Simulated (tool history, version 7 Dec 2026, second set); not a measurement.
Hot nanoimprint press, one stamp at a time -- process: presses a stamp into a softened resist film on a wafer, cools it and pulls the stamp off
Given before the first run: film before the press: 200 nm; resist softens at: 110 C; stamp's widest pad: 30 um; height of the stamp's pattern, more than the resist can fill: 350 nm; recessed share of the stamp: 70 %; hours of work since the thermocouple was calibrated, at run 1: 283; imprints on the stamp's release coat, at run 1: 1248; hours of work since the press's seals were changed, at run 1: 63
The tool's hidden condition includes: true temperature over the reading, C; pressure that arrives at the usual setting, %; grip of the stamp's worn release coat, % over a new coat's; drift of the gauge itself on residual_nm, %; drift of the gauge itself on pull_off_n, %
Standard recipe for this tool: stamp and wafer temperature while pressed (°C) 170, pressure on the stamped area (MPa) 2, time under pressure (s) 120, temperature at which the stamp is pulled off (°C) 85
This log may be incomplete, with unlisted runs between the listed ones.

run   hour  stamp and wafer temperature while pressed (°C)  pressure on the stamped area (MPa)  time under pressure (s)  temperature at which the stamp is pulled off (°C)  hours of work since the thermocouple was calibrated  imprints on the stamp's release coat  hours of work since the press's seals were changed  resist left under the stamp's widest pad (Å)  greatest force while the stamp is pulled off (N)
  1      0                                             170                                   2                      120                                                 85                                                  283                                  1248                                                  63                                           950                                               189
  2    4.9                                             170                                   2                      120                                                 85                                                  287                                  1262                                                  66                                           948                                               185
  3   10.2                                             170                                1.26                      120                                                 85                                                  290                                  1277                                                  69                                          1191                                               191
  4   18.6                                             170                                1.26                      120                                                 85                                                  296                                  1302                                                  75                                          1185                                               189
  5   28.3                                             170                                   2                      120                                                 85                                                  302                                  1330                                                  81                                           949                                               190
  6   33.3                                             170                                   2                      120                                                 85                                                  305                                  1344                                                  84                                           961                                               184
  7   44.9                                             170                                   2                      120                                                 85                                                  313                                  1377                                                  92                                           948                                               189
  8   50.6                                             170                                   2                      120                                                 85                                                  316                                  1394                                                  96                                           957                                               188
  9   62.2                                             170                                   2                      120                                                 85                                                  324                                  1427                                                 103                                           963                                               191
 10   67.4                                             170                                   2                      120                                                 85                                                  327                                  1442                                                 107                                           945                                               196
 11     74                                             170                                   2                      120                                                 85                                                  332                                  1461                                                 111                                           945                                               195
 12   85.8                                             170                                   2                      120                                                 85                                                  339                                  1495                                                 119                                           954                                               194
 13   94.6                                             170                                   2                      120                                                 85                                                  345                                  1521                                                 124                                           941                                               201
 14  103.2                                             170                                   2                      120                                                 85                                                  351                                  1545                                                 130                                           954                                               201
 15  108.4                                             170                                   2                      120                                                 85                                                  354                                  1560                                                 134                                           950                                               200
     118.9  -- stamp cleaned and given a new release coat
 16  120.8                                             170                                   2                      120                                                 85                                                  358                                     6                                                 138                                           953                                               123
 17  131.5                                             170                                   2                       66                                                 85                                                  365                                    36                                                 145                                          1157                                               127
 18    139                                             170                                2.66                      120                                                 85                                                  370                                    58                                                 150                                           823                                               127
 19  147.2                                             163                                2.49                      120                                                 73                                                  376                                    82                                                 155                                          1195                                               154
 20  158.4                                             163                                2.49                      120                                                 73                                                  383                                   114                                                 162                                          1196                                               155
 21  167.5                                             165                                   2                      166                                                 70                                                  389                                   140                                                 168                                          1106                                               164
 22  178.6                                             165                                   2                      163                                                 70                                                  396                                   172                                                 175                                          1086                                               160
 23  184.2                                             180                                   2                      120                                                 90                                                  400                                   188                                                 179                                           597                                               118
 24  191.5                                             180                                   2                      120                                                 90                                                  404                                   209                                                 184                                           602                                               127
 25  200.4                                             180                                   2                      120                                                 90                                                  410                                   235                                                 190                                           589                                               130
 26  211.5                                             180                                   2                      120                                                 90                                                  418                                   267                                                 197                                           600                                               125
 27  221.4                                             170                                   2                      120                                                 79                                                  424                                   295                                                 203                                           963                                               152
 28  226.6                                             170                                   2                      120                                                 79                                                  427                                   310                                                 207                                           966                                               149
 29  233.8                                             170                                1.63                      120                                                 76                                                  432                                   331                                                 211                                          1066                                               154
 30  245.1                                             170                                   2                       69                                                 82                                                  439                                   363                                                 219                                          1125                                               144

Here are 3 independent what-if runs from the current tool condition. What would each one return?
  A   257                                             165                                   2                       65                                                 72                                                  447                                   397                                                 227                                             ?                                                 ?
  B   257                                             170                                   2                       69                                                 89                                                  447                                   397                                                 227                                             ?                                                 ?
  C   257                                             162                                1.23                      157                                                 85                                                  447                                   397                                                 227                                             ?                                                 ?

run  resist left under the stamp's widest pad (Å)  greatest force while the stamp is pulled off (N)
  A                                          1400                                               165
  B                                          1147                                               135
  C                                          1517                                               139
Had the tool no hidden state, the same runs would have come out as:
run  resist left under the stamp's widest pad (Å)  greatest force while the stamp is pulled off (N)
  A                                          1360                                               143
  B                                          1109                                               116
  C                                          1480                                               120
